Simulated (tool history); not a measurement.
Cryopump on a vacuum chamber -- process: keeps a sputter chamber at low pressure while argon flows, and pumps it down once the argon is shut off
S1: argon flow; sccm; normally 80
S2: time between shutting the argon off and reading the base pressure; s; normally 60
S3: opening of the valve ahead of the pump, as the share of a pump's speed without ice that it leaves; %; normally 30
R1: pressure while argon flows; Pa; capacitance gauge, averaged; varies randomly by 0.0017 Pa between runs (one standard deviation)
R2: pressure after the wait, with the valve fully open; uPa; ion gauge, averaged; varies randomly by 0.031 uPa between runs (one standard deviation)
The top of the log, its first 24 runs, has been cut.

run	hour	S1	S2	S3	R1	R2
25	306.5	80	33	30	0.4178	3.83
26	321.0	130	178	30	0.6790	1.97
27	336.2	74	60	30	0.3892	2.85
28	344.4	110	48	19	0.9010	3.22
29	359.2	35	60	30	0.1849	2.87
30	375.3	69	74	43	0.2555	2.71
31	387.1	53	265	29	0.2870	1.90
32	400.3	35	91	25	0.2207	2.44

3 ways to go on from here, each from the tool as it stands after run 32. What would each give?
A	414.1	80	60	43	?	?
B	414.1	115	63	29	?	?
C	414.1	34	233	46	?	?

run	R1	R2
A	0.2973	2.92
B	0.6206	2.89
C	0.1193	1.94
The same runs, with their run-to-run variation unchanged, on a tool lacking any hidden condition would have given:
run	R1	R2
A	0.2826	1.55
B	0.5994	1.53
C	0.1130	0.60
